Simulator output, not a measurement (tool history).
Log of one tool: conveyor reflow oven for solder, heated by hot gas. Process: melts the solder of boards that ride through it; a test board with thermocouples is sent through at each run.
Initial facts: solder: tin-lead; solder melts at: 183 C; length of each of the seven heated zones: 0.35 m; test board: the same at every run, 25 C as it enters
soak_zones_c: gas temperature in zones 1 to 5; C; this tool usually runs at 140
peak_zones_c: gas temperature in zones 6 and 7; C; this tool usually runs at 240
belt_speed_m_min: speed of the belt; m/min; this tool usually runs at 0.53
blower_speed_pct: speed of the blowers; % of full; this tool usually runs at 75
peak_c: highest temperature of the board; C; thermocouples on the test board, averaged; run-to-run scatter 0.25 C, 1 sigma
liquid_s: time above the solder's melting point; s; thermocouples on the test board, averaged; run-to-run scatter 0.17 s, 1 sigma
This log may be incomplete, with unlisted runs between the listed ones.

run   hour  soak_zones_c  peak_zones_c  belt_speed_m_min  blower_speed_pct  peak_c  liquid_s
  1      0           140           240              0.53                75   225.9      66.8
  2   10.5           140           247              0.53                75   232.3      70.5
  3   26.7           140           240              0.53                75   225.8      66.9
  4     40           140           240              0.53                75   225.5      67.1
  5   62.4           140           240              0.53                75   225.6      67.2
  6   71.5           140           240              0.53                75   225.2        67
  7   83.9           140           240              0.53                75   225.5      66.7
  8   95.4           140           240              0.53                75   225.7      66.8
     102.1  -- flux residue cleaned out of gas plates and filters
  9  113.1           140           240              0.53                54   222.7      64.7
 10  133.1           140           240              0.53                54   222.7      64.9
 11  151.8           140           240              0.53                54   222.7      64.5
 12  167.3           140           240              0.53                54     223      64.8
 13  184.5           140           240              0.53                54   222.5      64.2
 14  196.9           140           240              0.53                54   222.4      64.6
 15  218.8           140           242              0.53                75     229      68.5
 16  228.6           140           242              0.53                75   228.5      68.9
 17    240           140           242              0.53                75   228.6      68.7
 18  253.2           140           242              0.53                75     228      68.9
 19  275.4           144           240             0.498                75   228.4      75.4
 20  288.2           127           240              0.51                56   221.5      62.1
 21  298.8           144           240              0.51                56   224.5      70.6
 22  315.4           135           248             0.487                72   234.6      76.9
 23  329.8           135           245             0.487                54   228.6      72.5
 24  348.6           150           240              0.53                75   227.8      72.3
 25  369.6           140           231             0.494                68     219      67.3
 26  382.2           140           231             0.494                68   218.7      67.3
       389  -- flux residue cleaned out of gas plates and filters
 27    407           146           238              0.53                75   226.7      70.2
 28  420.1           146           238              0.53                75   226.4      70.1
 29  442.4           140           244              0.53                75   231.3      70.3
 30  459.2           141           232             0.501                75   221.8      69.7
 31  476.9           141           232             0.558                66   217.1      58.3

Each row is a separate what-if for the run after 31, all from the same tool condition, not one after another. Results?
  A  493.1           134           232             0.523                66       ?         ?
  B  493.1           141           232             0.437                55       ?         ?
  C  493.1           140           243             0.465                75       ?         ?
  D  493.1           145           240              0.53                75       ?         ?

run  peak_c  liquid_s
  A     218      60.7
  B   222.2      79.8
  C   233.8      82.2
  D   228.4      70.3
Had the tool no hidden state, the same runs would have come out as:
run  peak_c  liquid_s
  A   217.2      59.3
  B   221.2        78
  C   232.9      80.6
  D   227.7      68.9
